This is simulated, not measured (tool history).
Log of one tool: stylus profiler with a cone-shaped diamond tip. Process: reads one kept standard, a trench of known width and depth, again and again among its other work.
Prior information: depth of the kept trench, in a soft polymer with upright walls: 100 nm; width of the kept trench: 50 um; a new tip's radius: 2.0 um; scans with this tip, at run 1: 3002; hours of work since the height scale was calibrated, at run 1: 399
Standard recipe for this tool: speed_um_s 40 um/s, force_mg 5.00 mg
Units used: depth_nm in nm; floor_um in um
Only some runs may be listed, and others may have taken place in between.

run	hour	speed_um_s	force_mg	scans with this tip	hours of work since the height scale was calibrated	depth_nm	floor_um
1	0.0	40	5.00	3002	399	101.75	48.55
2	80.4	40	10.77	3429	456	102.67	48.51
3	152.7	37	5.00	3814	507	101.76	48.45
4	222.7	37	5.00	4186	557	101.70	48.47
5	294.1	40	5.00	4565	607	101.68	48.50
6	354.0	40	5.00	4884	650	101.79	48.52
7	431.7	40	5.00	5297	705	101.69	48.46
8	483.2	40	5.05	5570	741	101.81	48.44
9	526.5	40	5.05	5801	772	101.83	48.48
10	599.0	14	5.00	6186	823	101.78	48.57
11	662.3	14	5.00	6523	868	101.78	48.52
12	756.8	14	5.00	7025	934	101.75	48.51
13	852.8	14	5.00	7536	1002	101.93	48.52
14	929.8	40	5.00	7945	1057	101.86	48.39
15	971.4	40	5.00	8166	1086	101.91	48.37
16	1013.2	40	5.00	8388	1116	101.90	48.35
17	1103.7	40	5.00	8869	1180	101.92	48.38
18	1171.3	12	5.00	9228	1228	101.88	48.45
19	1261.7	12	5.00	9709	1291	102.02	48.50
20	1316.6	30	7.13	10001	1330	102.31	48.43
21	1411.5	30	7.13	10506	1397	102.31	48.40
22	1479.5	15	9.79	10867	1446	102.80	48.42
23	1554.6	17	6.94	11267	1499	102.32	48.38
24	1618.4	17	6.94	11606	1544	102.31	48.39
# hour 1631.2: height scale calibrated on a step standard
25	1694.1	17	6.94	12005	44	101.92	48.39
26	1758.9	138	6.94	12350	90	101.90	48.00
27	1842.2	40	1.72	12793	149	100.74	48.16
28	1898.7	40	2.38	13093	189	100.98	48.18
29	1952.2	153	4.45	13378	227	101.35	47.72
30	2004.8	12	4.08	13657	264	101.37	48.40
31	2046.1	51	2.69	13877	293	101.00	48.08
32	2091.6	51	2.69	14119	326	101.08	48.11
33	2186.9	113	2.69	14626	393	101.04	47.74
34	2244.6	40	3.84	14932	434	101.23	48.22
35	2320.6	11	8.79	15336	487	102.13	48.43
36	2400.4	75	2.49	15761	544	101.01	47.93
37	2448.9	75	2.49	16018	578	101.11	47.98

Forecast each of these 3 alternatives for the next run:
A	2524.3	68	2.49	16419	632	?	?
B	2524.3	41	1.80	16419	632	?	?
C	2524.3	40	5.82	16419	632	?	?

run	depth_nm	floor_um
A	101.08	47.94
B	100.92	48.07
C	101.82	48.21
Without the tool's unlogged condition, the same runs would have read:
run	depth_nm	floor_um
A	100.96	48.30
B	100.79	48.43
C	101.69	48.57
